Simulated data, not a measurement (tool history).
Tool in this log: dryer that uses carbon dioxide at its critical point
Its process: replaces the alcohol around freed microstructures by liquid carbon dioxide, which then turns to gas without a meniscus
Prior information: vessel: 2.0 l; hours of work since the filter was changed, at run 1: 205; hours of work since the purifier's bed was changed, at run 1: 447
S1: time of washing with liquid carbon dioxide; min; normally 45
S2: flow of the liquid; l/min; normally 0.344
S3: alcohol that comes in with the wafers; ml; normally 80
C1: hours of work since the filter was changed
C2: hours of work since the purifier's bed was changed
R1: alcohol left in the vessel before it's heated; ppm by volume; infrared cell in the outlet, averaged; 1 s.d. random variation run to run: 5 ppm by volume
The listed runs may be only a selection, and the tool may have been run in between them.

run	day	S1	S2	S3	C1	C2	R1
1	0	45	0.344	80	205	447	106
2	0.829	45	0.344	80	213	455	106
3	1.679	45	0.344	80	221	463	98
4	3.321	45	0.344	80	237	479	121
5	4.867	45	0.344	80	252	494	115
6	6.146	45	0.344	80	265	506	117
7	6.925	45	0.344	80	272	514	117
8	8.112	59	0.344	80	283	525	80
9	9.579	59	0.344	80	298	539	80
10	11.408	59	0.344	80	315	557	75
# day 12.396: inlet filter changed
11	12.954	45	0.344	80	5	572	105
12	14.717	45	0.344	80	22	589	109
13	15.483	45	0.344	80	30	596	111
14	16.392	45	0.344	28	38	605	84
15	17.204	45	0.344	80	46	612	110
16	18.146	45	0.344	80	55	622	118
17	19.858	45	0.344	80	72	638	111
18	21	45	0.344	80	83	649	109
19	21.842	45	0.344	80	91	657	120
20	23.512	45	0.344	80	107	673	127
21	24.683	45	0.344	80	118	685	131
22	26.433	45	0.257	80	135	701	310
23	27.479	45	0.371	80	145	711	118
24	29.079	53	0.27	20	161	727	108
25	30.233	53	0.27	20	172	738	112
26	31.492	53	0.27	20	184	750	115
# day 31.788: purifier's bed changed
27	32.625	53	0.27	20	194	8	25
28	34.358	32	0.393	22	210	25	58
29	35.933	42	0.286	113	225	40	328
30	37.2	57	0.344	73	238	52	24
31	37.971	57	0.344	73	245	60	19
32	39.042	45	0.319	80	255	70	110
33	40.367	37	0.451	80	268	83	54
34	41.458	37	0.451	80	279	93	52
35	42.717	37	0.474	80	291	105	36
36	43.533	45	0.277	71	299	113	195
37	44.729	45	0.277	71	310	125	205
# day 46.196: inlet filter changed
38	46.329	45	0.277	71	1	140	127
39	47.133	45	0.262	80	9	147	182
40	48.304	41	0.344	55	20	159	68
41	49.225	38	0.344	23	29	168	48
42	50.4	32	0.344	46	40	179	179
43	51.279	32	0.344	46	49	187	191
44	52.267	32	0.513	81	58	197	54
45	53.367	32	0.513	118	69	207	67

Here are 3 independent what-if runs from the current tool condition. What would each one return?
A	54.571	27	0.344	23	81	219	?
B	54.571	37	0.344	59	81	219	?
C	54.571	28	0.523	53	81	219	?

run	R1
A	197
B	129
C	79
The same runs, with their run-to-run variation unchanged, on a tool lacking any hidden condition would have given:
run	R1
A	152
B	88
C	47
